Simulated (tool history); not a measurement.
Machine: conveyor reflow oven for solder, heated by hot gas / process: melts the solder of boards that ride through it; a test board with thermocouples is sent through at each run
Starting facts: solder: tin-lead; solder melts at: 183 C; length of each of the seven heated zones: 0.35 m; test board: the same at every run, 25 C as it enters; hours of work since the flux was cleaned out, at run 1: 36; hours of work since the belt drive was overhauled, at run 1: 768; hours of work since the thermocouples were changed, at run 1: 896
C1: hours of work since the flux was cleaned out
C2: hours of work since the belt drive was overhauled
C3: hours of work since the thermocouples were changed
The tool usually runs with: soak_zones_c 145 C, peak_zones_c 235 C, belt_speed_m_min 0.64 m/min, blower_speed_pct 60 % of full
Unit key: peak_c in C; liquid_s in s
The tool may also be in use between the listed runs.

{"run": 1, "hour": 0.0, "soak_zones_c": 145, "peak_zones_c": 235, "belt_speed_m_min": 0.64, "blower_speed_pct": 60, "C1": 36, "C2": 768, "C3": 896, "peak_c": 210.8, "liquid_s": 44.8}
{"run": 2, "hour": 28.6, "soak_zones_c": 145, "peak_zones_c": 235, "belt_speed_m_min": 0.64, "blower_speed_pct": 60, "C1": 56, "C2": 788, "C3": 916, "peak_c": 210.7, "liquid_s": 44.7}
{"run": 3, "hour": 84.5, "soak_zones_c": 145, "peak_zones_c": 235, "belt_speed_m_min": 0.64, "blower_speed_pct": 60, "C1": 96, "C2": 828, "C3": 956, "peak_c": 210.7, "liquid_s": 44.9}
{"run": 4, "hour": 120.9, "soak_zones_c": 145, "peak_zones_c": 235, "belt_speed_m_min": 0.764, "blower_speed_pct": 60, "C1": 122, "C2": 853, "C3": 982, "peak_c": 203.6, "liquid_s": 30.3}
{"run": 5, "hour": 155.1, "soak_zones_c": 145, "peak_zones_c": 229, "belt_speed_m_min": 0.764, "blower_speed_pct": 60, "C1": 146, "C2": 878, "C3": 1006, "peak_c": 198.9, "liquid_s": 26}
{"run": 6, "hour": 211.7, "soak_zones_c": 145, "peak_zones_c": 229, "belt_speed_m_min": 0.764, "blower_speed_pct": 60, "C1": 186, "C2": 918, "C3": 1046, "peak_c": 198.9, "liquid_s": 25.6}
{"run": 7, "hour": 242.1, "soak_zones_c": 145, "peak_zones_c": 229, "belt_speed_m_min": 0.764, "blower_speed_pct": 60, "C1": 208, "C2": 939, "C3": 1067, "peak_c": 198.9, "liquid_s": 25.9}
{"run": 8, "hour": 266.6, "soak_zones_c": 145, "peak_zones_c": 235, "belt_speed_m_min": 0.542, "blower_speed_pct": 60, "C1": 225, "C2": 956, "C3": 1085, "peak_c": 216.5, "liquid_s": 59.7}
{"run": 9, "hour": 298.3, "soak_zones_c": 145, "peak_zones_c": 235, "belt_speed_m_min": 0.542, "blower_speed_pct": 60, "C1": 247, "C2": 979, "C3": 1107, "peak_c": 216.7, "liquid_s": 59.3}
{"run": 10, "hour": 334.5, "soak_zones_c": 145, "peak_zones_c": 235, "belt_speed_m_min": 0.542, "blower_speed_pct": 60, "C1": 273, "C2": 1005, "C3": 1133, "peak_c": 216.4, "liquid_s": 59.5}
{"run": 11, "hour": 378.2, "soak_zones_c": 145, "peak_zones_c": 235, "belt_speed_m_min": 0.542, "blower_speed_pct": 60, "C1": 304, "C2": 1035, "C3": 1164, "peak_c": 216.6, "liquid_s": 59.4}
{"run": 12, "hour": 409.9, "soak_zones_c": 145, "peak_zones_c": 235, "belt_speed_m_min": 0.584, "blower_speed_pct": 60, "C1": 326, "C2": 1058, "C3": 1186, "peak_c": 213.7, "liquid_s": 52.9}
{"hour": 430.4, "done": "flux residue cleaned out of gas plates and filters"}
{"run": 13, "hour": 471.5, "soak_zones_c": 145, "peak_zones_c": 235, "belt_speed_m_min": 0.584, "blower_speed_pct": 60, "C1": 29, "C2": 1098, "C3": 1226, "peak_c": 214, "liquid_s": 53}
{"run": 14, "hour": 522.8, "soak_zones_c": 145, "peak_zones_c": 235, "belt_speed_m_min": 0.584, "blower_speed_pct": 60, "C1": 65, "C2": 1134, "C3": 1262, "peak_c": 214.3, "liquid_s": 52.7}
{"run": 15, "hour": 556.3, "soak_zones_c": 145, "peak_zones_c": 235, "belt_speed_m_min": 0.64, "blower_speed_pct": 60, "C1": 89, "C2": 1158, "C3": 1286, "peak_c": 210.8, "liquid_s": 45}
{"hour": 581.8, "done": "thermocouples of zones 6 and 7 changed"}
{"run": 16, "hour": 593.5, "soak_zones_c": 145, "peak_zones_c": 235, "belt_speed_m_min": 0.64, "blower_speed_pct": 60, "C1": 114, "C2": 1183, "C3": 8, "peak_c": 210.7, "liquid_s": 45.4}
{"run": 17, "hour": 621.2, "soak_zones_c": 145, "peak_zones_c": 235, "belt_speed_m_min": 0.7, "blower_speed_pct": 88, "C1": 134, "C2": 1202, "C3": 28, "peak_c": 216.9, "liquid_s": 46.6}
{"run": 18, "hour": 661.1, "soak_zones_c": 136, "peak_zones_c": 248, "belt_speed_m_min": 0.57, "blower_speed_pct": 79, "C1": 162, "C2": 1231, "C3": 56, "peak_c": 230.6, "liquid_s": 62.7}
{"run": 19, "hour": 698.3, "soak_zones_c": 145, "peak_zones_c": 246, "belt_speed_m_min": 0.647, "blower_speed_pct": 60, "C1": 188, "C2": 1257, "C3": 82, "peak_c": 218.8, "liquid_s": 50}
{"run": 20, "hour": 749.2, "soak_zones_c": 135, "peak_zones_c": 246, "belt_speed_m_min": 0.624, "blower_speed_pct": 60, "C1": 224, "C2": 1293, "C3": 118, "peak_c": 217.7, "liquid_s": 48.6}
{"run": 21, "hour": 773.1, "soak_zones_c": 136, "peak_zones_c": 237, "belt_speed_m_min": 0.64, "blower_speed_pct": 60, "C1": 241, "C2": 1310, "C3": 135, "peak_c": 209.8, "liquid_s": 40.8}
{"run": 22, "hour": 821.4, "soak_zones_c": 136, "peak_zones_c": 237, "belt_speed_m_min": 0.64, "blower_speed_pct": 60, "C1": 275, "C2": 1344, "C3": 170, "peak_c": 210.2, "liquid_s": 41.5}
{"run": 23, "hour": 855.8, "soak_zones_c": 145, "peak_zones_c": 238, "belt_speed_m_min": 0.543, "blower_speed_pct": 56, "C1": 300, "C2": 1368, "C3": 194, "peak_c": 217.5, "liquid_s": 59.9}
{"run": 24, "hour": 885.4, "soak_zones_c": 140, "peak_zones_c": 245, "belt_speed_m_min": 0.543, "blower_speed_pct": 56, "C1": 321, "C2": 1389, "C3": 215, "peak_c": 222, "liquid_s": 61.7}
{"hour": 911.5, "done": "flux residue cleaned out of gas plates and filters"}
{"run": 25, "hour": 936.9, "soak_zones_c": 145, "peak_zones_c": 235, "belt_speed_m_min": 0.546, "blower_speed_pct": 60, "C1": 18, "C2": 1422, "C3": 248, "peak_c": 216.3, "liquid_s": 58.9}
{"hour": 975.3, "done": "belt drive overhauled, speed set with a stopwatch"}
{"run": 26, "hour": 997.7, "soak_zones_c": 145, "peak_zones_c": 235, "belt_speed_m_min": 0.546, "blower_speed_pct": 60, "C1": 58, "C2": 16, "C3": 288, "peak_c": 216.2, "liquid_s": 58.9}
{"run": 27, "hour": 1053.9, "soak_zones_c": 139, "peak_zones_c": 244, "belt_speed_m_min": 0.546, "blower_speed_pct": 60, "C1": 98, "C2": 56, "C3": 328, "peak_c": 222.4, "liquid_s": 60.9}
{"run": 28, "hour": 1079.1, "soak_zones_c": 134, "peak_zones_c": 244, "belt_speed_m_min": 0.546, "blower_speed_pct": 56, "C1": 116, "C2": 73, "C3": 346, "peak_c": 219.5, "liquid_s": 57.2}
{"run": 29, "hour": 1108.7, "soak_zones_c": 145, "peak_zones_c": 245, "belt_speed_m_min": 0.64, "blower_speed_pct": 52, "C1": 137, "C2": 94, "C3": 366, "peak_c": 214.5, "liquid_s": 47.5}
{"run": 30, "hour": 1149.2, "soak_zones_c": 157, "peak_zones_c": 245, "belt_speed_m_min": 0.697, "blower_speed_pct": 84, "C1": 165, "C2": 123, "C3": 395, "peak_c": 226.5, "liquid_s": 55}
{"run": 31, "hour": 1185.9, "soak_zones_c": 145, "peak_zones_c": 230, "belt_speed_m_min": 0.697, "blower_speed_pct": 60, "C1": 191, "C2": 149, "C3": 421, "peak_c": 203.3, "liquid_s": 33.7}

Predict each of these 3 candidate next runs independently; none follows another, all start after run 31:
{"run": "A", "hour": 1213.2, "soak_zones_c": 157, "peak_zones_c": 236, "belt_speed_m_min": 0.697, "blower_speed_pct": 53, "C1": 211, "C2": 168, "C3": 440, "peak_c": "?", "liquid_s": "?"}
{"run": "B", "hour": 1213.2, "soak_zones_c": 148, "peak_zones_c": 235, "belt_speed_m_min": 0.64, "blower_speed_pct": 64, "C1": 211, "C2": 168, "C3": 440, "peak_c": "?", "liquid_s": "?"}
{"run": "C", "hour": 1213.2, "soak_zones_c": 139, "peak_zones_c": 231, "belt_speed_m_min": 0.764, "blower_speed_pct": 60, "C1": 211, "C2": 168, "C3": 440, "peak_c": "?", "liquid_s": "?"}

run=A peak_c=208 liquid_s=41.8
run=B peak_c=213 liquid_s=48.6
run=C peak_c=198.6 liquid_s=23.1
With the hidden condition removed and each run's random variation left untouched, the same runs would have given:
run=A peak_c=208 liquid_s=41.8
run=B peak_c=213 liquid_s=48.6
run=C peak_c=198.7 liquid_s=23.1

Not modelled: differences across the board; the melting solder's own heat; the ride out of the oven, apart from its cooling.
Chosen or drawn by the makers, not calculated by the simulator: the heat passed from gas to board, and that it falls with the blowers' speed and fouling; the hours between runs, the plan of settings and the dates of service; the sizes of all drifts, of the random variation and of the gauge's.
